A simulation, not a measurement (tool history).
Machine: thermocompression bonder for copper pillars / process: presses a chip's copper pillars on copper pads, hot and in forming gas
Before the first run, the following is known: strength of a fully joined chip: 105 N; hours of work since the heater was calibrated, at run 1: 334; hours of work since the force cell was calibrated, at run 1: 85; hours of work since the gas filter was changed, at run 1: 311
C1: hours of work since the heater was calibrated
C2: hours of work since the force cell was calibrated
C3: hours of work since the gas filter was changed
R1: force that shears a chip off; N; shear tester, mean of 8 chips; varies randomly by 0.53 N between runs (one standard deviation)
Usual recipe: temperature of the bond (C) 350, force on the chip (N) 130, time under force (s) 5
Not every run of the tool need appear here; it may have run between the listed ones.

run 1 hour=0.0 | temperature_of_the_bond_(C)=350 force_on_the_chip_(N)=130 time_under_force_(s)=5 | C1=334 C2=85 C3=311 | R1=65.5
run 2 hour=24.5 | temperature_of_the_bond_(C)=350 force_on_the_chip_(N)=130 time_under_force_(s)=5 | C1=348 C2=99 C3=325 | R1=66.1
run 3 hour=44.4 | temperature_of_the_bond_(C)=350 force_on_the_chip_(N)=130 time_under_force_(s)=5 | C1=359 C2=110 C3=336 | R1=65.8
-- hour=57.0 forming gas filter changed
run 4 hour=57.0 | temperature_of_the_bond_(C)=350 force_on_the_chip_(N)=130 time_under_force_(s)=5 | C1=366 C2=117 C3=0 | R1=66.7
run 5 hour=77.6 | temperature_of_the_bond_(C)=350 force_on_the_chip_(N)=130 time_under_force_(s)=5 | C1=378 C2=129 C3=12 | R1=66.6
run 6 hour=93.1 | temperature_of_the_bond_(C)=350 force_on_the_chip_(N)=130 time_under_force_(s)=5 | C1=386 C2=138 C3=21 | R1=67.2
run 7 hour=122.3 | temperature_of_the_bond_(C)=350 force_on_the_chip_(N)=130 time_under_force_(s)=5 | C1=403 C2=154 C3=37 | R1=66.4
run 8 hour=145.9 | temperature_of_the_bond_(C)=350 force_on_the_chip_(N)=130 time_under_force_(s)=13 | C1=416 C2=168 C3=50 | R1=83.1
run 9 hour=168.7 | temperature_of_the_bond_(C)=350 force_on_the_chip_(N)=130 time_under_force_(s)=5 | C1=429 C2=181 C3=63 | R1=66.0
run 10 hour=189.2 | temperature_of_the_bond_(C)=350 force_on_the_chip_(N)=130 time_under_force_(s)=5 | C1=441 C2=192 C3=75 | R1=66.3
run 11 hour=212.5 | temperature_of_the_bond_(C)=359 force_on_the_chip_(N)=130 time_under_force_(s)=5 | C1=454 C2=205 C3=88 | R1=69.8
run 12 hour=225.2 | temperature_of_the_bond_(C)=359 force_on_the_chip_(N)=130 time_under_force_(s)=5 | C1=461 C2=213 C3=96 | R1=69.3
run 13 hour=249.9 | temperature_of_the_bond_(C)=359 force_on_the_chip_(N)=151 time_under_force_(s)=5 | C1=476 C2=227 C3=110 | R1=75.8
run 14 hour=278.2 | temperature_of_the_bond_(C)=359 force_on_the_chip_(N)=151 time_under_force_(s)=5 | C1=492 C2=243 C3=126 | R1=76.1
run 15 hour=299.1 | temperature_of_the_bond_(C)=350 force_on_the_chip_(N)=130 time_under_force_(s)=5 | C1=503 C2=255 C3=137 | R1=65.7
run 16 hour=320.6 | temperature_of_the_bond_(C)=350 force_on_the_chip_(N)=130 time_under_force_(s)=5 | C1=516 C2=267 C3=150 | R1=65.5
-- hour=324.5 force cell calibrated
run 17 hour=343.0 | temperature_of_the_bond_(C)=350 force_on_the_chip_(N)=119 time_under_force_(s)=5 | C1=528 C2=10 C3=162 | R1=61.2
run 18 hour=373.1 | temperature_of_the_bond_(C)=350 force_on_the_chip_(N)=130 time_under_force_(s)=5 | C1=545 C2=28 C3=179 | R1=64.9
run 19 hour=386.6 | temperature_of_the_bond_(C)=350 force_on_the_chip_(N)=130 time_under_force_(s)=5 | C1=552 C2=35 C3=186 | R1=64.6
run 20 hour=403.0 | temperature_of_the_bond_(C)=350 force_on_the_chip_(N)=130 time_under_force_(s)=5 | C1=562 C2=45 C3=196 | R1=63.7
run 21 hour=423.7 | temperature_of_the_bond_(C)=357 force_on_the_chip_(N)=130 time_under_force_(s)=3 | C1=573 C2=56 C3=207 | R1=57.1
-- hour=436.7 force cell calibrated, once more
run 22 hour=454.1 | temperature_of_the_bond_(C)=357 force_on_the_chip_(N)=130 time_under_force_(s)=4 | C1=590 C2=10 C3=224 | R1=63.9
run 23 hour=469.2 | temperature_of_the_bond_(C)=350 force_on_the_chip_(N)=130 time_under_force_(s)=12 | C1=598 C2=18 C3=232 | R1=80.4
run 24 hour=497.5 | temperature_of_the_bond_(C)=350 force_on_the_chip_(N)=132 time_under_force_(s)=11 | C1=614 C2=35 C3=248 | R1=79.8
run 25 hour=523.8 | temperature_of_the_bond_(C)=350 force_on_the_chip_(N)=132 time_under_force_(s)=11 | C1=629 C2=49 C3=263 | R1=78.5
run 26 hour=553.4 | temperature_of_the_bond_(C)=350 force_on_the_chip_(N)=132 time_under_force_(s)=11 | C1=646 C2=66 C3=280 | R1=79.1
run 27 hour=566.0 | temperature_of_the_bond_(C)=350 force_on_the_chip_(N)=132 time_under_force_(s)=11 | C1=653 C2=73 C3=287 | R1=78.9
run 28 hour=589.6 | temperature_of_the_bond_(C)=342 force_on_the_chip_(N)=94 time_under_force_(s)=5 | C1=667 C2=87 C3=301 | R1=47.0
run 29 hour=612.6 | temperature_of_the_bond_(C)=342 force_on_the_chip_(N)=94 time_under_force_(s)=5 | C1=680 C2=100 C3=314 | R1=47.1
run 30 hour=634.8 | temperature_of_the_bond_(C)=342 force_on_the_chip_(N)=94 time_under_force_(s)=5 | C1=692 C2=113 C3=326 | R1=46.8
run 31 hour=656.9 | temperature_of_the_bond_(C)=342 force_on_the_chip_(N)=94 time_under_force_(s)=5 | C1=705 C2=125 C3=339 | R1=46.8
-- hour=663.9 forming gas filter changed
run 32 hour=673.0 | temperature_of_the_bond_(C)=342 force_on_the_chip_(N)=121 time_under_force_(s)=5 | C1=714 C2=134 C3=5 | R1=58.9
run 33 hour=685.6 | temperature_of_the_bond_(C)=355 force_on_the_chip_(N)=117 time_under_force_(s)=7 | C1=721 C2=141 C3=12 | R1=68.5
run 34 hour=697.8 | temperature_of_the_bond_(C)=355 force_on_the_chip_(N)=117 time_under_force_(s)=7 | C1=728 C2=148 C3=19 | R1=68.5
run 35 hour=710.1 | temperature_of_the_bond_(C)=331 force_on_the_chip_(N)=170 time_under_force_(s)=12 | C1=735 C2=155 C3=26 | R1=84.3
run 36 hour=731.8 | temperature_of_the_bond_(C)=348 force_on_the_chip_(N)=130 time_under_force_(s)=7 | C1=747 C2=167 C3=39 | R1=70.9
run 37 hour=754.5 | temperature_of_the_bond_(C)=348 force_on_the_chip_(N)=130 time_under_force_(s)=7 | C1=760 C2=180 C3=51 | R1=69.0
run 38 hour=777.0 | temperature_of_the_bond_(C)=335 force_on_the_chip_(N)=91 time_under_force_(s)=3 | C1=773 C2=193 C3=64 | R1=36.1

Each run again, without the hidden state but with its own random variation kept:
Hidden state present: true temperature of the bond over the reading, C; force that reaches the chip, % of what is set; oxide that the forming gas leaves, % of the face; drift of the gauge itself on shear_n, %.
run=1 R1=69.3
run=2 R1=70.1
run=3 R1=69.9
run=4 R1=68.8
run=5 R1=68.8
run=6 R1=69.5
run=7 R1=69.0
run=8 R1=85.6
run=9 R1=68.9
run=10 R1=69.3
run=11 R1=73.0
run=12 R1=72.6
run=13 R1=79.3
run=14 R1=79.8
run=15 R1=69.6
run=16 R1=69.6
run=17 R1=65.6
run=18 R1=69.6
run=19 R1=69.5
run=20 R1=68.6
run=21 R1=61.9
run=22 R1=68.3
run=23 R1=84.9
run=24 R1=84.5
run=25 R1=83.5
run=26 R1=84.3
run=27 R1=84.2
run=28 R1=51.8
run=29 R1=52.0
run=30 R1=51.9
run=31 R1=52.0
run=32 R1=62.9
run=33 R1=72.5
run=34 R1=72.6
run=35 R1=88.0
run=36 R1=75.3
run=37 R1=73.6
run=38 R1=39.9

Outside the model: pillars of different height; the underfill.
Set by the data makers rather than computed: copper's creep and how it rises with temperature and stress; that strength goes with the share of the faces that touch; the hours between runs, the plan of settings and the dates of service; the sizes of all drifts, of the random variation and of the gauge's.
